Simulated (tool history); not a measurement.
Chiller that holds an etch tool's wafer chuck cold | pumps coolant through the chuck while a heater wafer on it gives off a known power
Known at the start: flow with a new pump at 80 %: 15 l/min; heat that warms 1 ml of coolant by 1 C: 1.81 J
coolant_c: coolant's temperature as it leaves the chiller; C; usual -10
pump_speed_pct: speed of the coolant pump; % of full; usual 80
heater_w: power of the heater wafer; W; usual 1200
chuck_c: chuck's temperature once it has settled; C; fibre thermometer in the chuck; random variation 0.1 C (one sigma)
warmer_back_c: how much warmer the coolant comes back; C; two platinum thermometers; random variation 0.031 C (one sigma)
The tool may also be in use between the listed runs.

{"run": 1, "hour": 0.0, "coolant_c": -10, "pump_speed_pct": 80, "heater_w": 1200, "chuck_c": -2.3, "warmer_back_c": 2.68}
{"run": 2, "hour": 25.9, "coolant_c": -10, "pump_speed_pct": 80, "heater_w": 1200, "chuck_c": -2.3, "warmer_back_c": 2.77}
{"run": 3, "hour": 54.8, "coolant_c": -10, "pump_speed_pct": 80, "heater_w": 1200, "chuck_c": -2.2, "warmer_back_c": 2.73}
{"run": 4, "hour": 85.4, "coolant_c": -10, "pump_speed_pct": 70, "heater_w": 1200, "chuck_c": -1.3, "warmer_back_c": 3.12}
{"run": 5, "hour": 117.7, "coolant_c": -10, "pump_speed_pct": 70, "heater_w": 1200, "chuck_c": -1.0, "warmer_back_c": 3.19}
{"run": 6, "hour": 133.8, "coolant_c": -10, "pump_speed_pct": 70, "heater_w": 1200, "chuck_c": -1.3, "warmer_back_c": 3.09}
{"run": 7, "hour": 165.8, "coolant_c": -10, "pump_speed_pct": 80, "heater_w": 1280, "chuck_c": -1.5, "warmer_back_c": 2.86}
{"run": 8, "hour": 191.9, "coolant_c": -10, "pump_speed_pct": 80, "heater_w": 1280, "chuck_c": -1.5, "warmer_back_c": 2.89}
{"run": 9, "hour": 216.0, "coolant_c": -10, "pump_speed_pct": 80, "heater_w": 1280, "chuck_c": -1.4, "warmer_back_c": 2.9}
{"run": 10, "hour": 246.9, "coolant_c": -10, "pump_speed_pct": 80, "heater_w": 1280, "chuck_c": -1.5, "warmer_back_c": 2.91}
{"run": 11, "hour": 271.1, "coolant_c": -10, "pump_speed_pct": 80, "heater_w": 1668, "chuck_c": 1.2, "warmer_back_c": 3.77}
{"run": 12, "hour": 290.8, "coolant_c": -10, "pump_speed_pct": 80, "heater_w": 1200, "chuck_c": -2.1, "warmer_back_c": 2.68}
{"run": 13, "hour": 316.5, "coolant_c": -10, "pump_speed_pct": 79, "heater_w": 1200, "chuck_c": -1.9, "warmer_back_c": 2.8}
{"run": 14, "hour": 352.4, "coolant_c": -10, "pump_speed_pct": 80, "heater_w": 1200, "chuck_c": -2.1, "warmer_back_c": 2.77}
{"run": 15, "hour": 370.1, "coolant_c": -5, "pump_speed_pct": 80, "heater_w": 1200, "chuck_c": 3.0, "warmer_back_c": 2.69}
{"run": 16, "hour": 388.3, "coolant_c": -5, "pump_speed_pct": 80, "heater_w": 1200, "chuck_c": 3.1, "warmer_back_c": 2.72}
{"run": 17, "hour": 418.7, "coolant_c": -5, "pump_speed_pct": 80, "heater_w": 1200, "chuck_c": 2.9, "warmer_back_c": 2.68}
{"run": 18, "hour": 446.7, "coolant_c": -9, "pump_speed_pct": 71, "heater_w": 770, "chuck_c": -3.8, "warmer_back_c": 1.91}
{"run": 19, "hour": 470.0, "coolant_c": -10, "pump_speed_pct": 84, "heater_w": 1484, "chuck_c": -0.4, "warmer_back_c": 3.17}
{"run": 20, "hour": 486.9, "coolant_c": -18, "pump_speed_pct": 74, "heater_w": 914, "chuck_c": -11.7, "warmer_back_c": 2.3}
{"run": 21, "hour": 515.2, "coolant_c": -18, "pump_speed_pct": 74, "heater_w": 914, "chuck_c": -11.6, "warmer_back_c": 2.29}
{"run": 22, "hour": 531.9, "coolant_c": -17, "pump_speed_pct": 88, "heater_w": 864, "chuck_c": -11.9, "warmer_back_c": 1.81}
{"run": 23, "hour": 555.7, "coolant_c": -19, "pump_speed_pct": 71, "heater_w": 894, "chuck_c": -12.5, "warmer_back_c": 2.25}
{"run": 24, "hour": 573.6, "coolant_c": -4, "pump_speed_pct": 68, "heater_w": 1273, "chuck_c": 5.9, "warmer_back_c": 3.48}
{"run": 25, "hour": 588.9, "coolant_c": -9, "pump_speed_pct": 86, "heater_w": 1200, "chuck_c": -1.2, "warmer_back_c": 2.54}
{"run": 26, "hour": 608.6, "coolant_c": -10, "pump_speed_pct": 84, "heater_w": 1200, "chuck_c": -2.2, "warmer_back_c": 2.61}
{"run": 27, "hour": 643.7, "coolant_c": -10, "pump_speed_pct": 68, "heater_w": 1200, "chuck_c": -0.7, "warmer_back_c": 3.22}
{"run": 28, "hour": 673.2, "coolant_c": -10, "pump_speed_pct": 68, "heater_w": 1200, "chuck_c": -0.8, "warmer_back_c": 3.19}
{"run": 29, "hour": 704.6, "coolant_c": -10, "pump_speed_pct": 68, "heater_w": 1200, "chuck_c": -0.7, "warmer_back_c": 3.28}
{"run": 30, "hour": 729.0, "coolant_c": -10, "pump_speed_pct": 68, "heater_w": 1200, "chuck_c": -0.8, "warmer_back_c": 3.29}
{"run": 31, "hour": 751.2, "coolant_c": -10, "pump_speed_pct": 63, "heater_w": 1357, "chuck_c": 1.3, "warmer_back_c": 4.0}

4 ways to go on from here, each from the tool as it stands after run 31. What would each give?
{"run": "A", "hour": 773.8, "coolant_c": -8, "pump_speed_pct": 73, "heater_w": 662, "chuck_c": "?", "warmer_back_c": "?"}
{"run": "B", "hour": 773.8, "coolant_c": -1, "pump_speed_pct": 100, "heater_w": 1669, "chuck_c": "?", "warmer_back_c": "?"}
{"run": "C", "hour": 773.8, "coolant_c": -1, "pump_speed_pct": 80, "heater_w": 1200, "chuck_c": "?", "warmer_back_c": "?"}
{"run": "D", "hour": 773.8, "coolant_c": -10, "pump_speed_pct": 71, "heater_w": 1200, "chuck_c": "?", "warmer_back_c": "?"}

run=A chuck_c=-3.5 warmer_back_c=1.69
run=B chuck_c=8.7 warmer_back_c=3.02
run=C chuck_c=6.9 warmer_back_c=2.76
run=D chuck_c=-1.1 warmer_back_c=3.12
Without the tool's hidden state the same runs would have given:
run=A chuck_c=-3.3 warmer_back_c=1.62
run=B chuck_c=8.4 warmer_back_c=2.90
run=C chuck_c=6.7 warmer_back_c=2.65
run=D chuck_c=-1.3 warmer_back_c=2.99
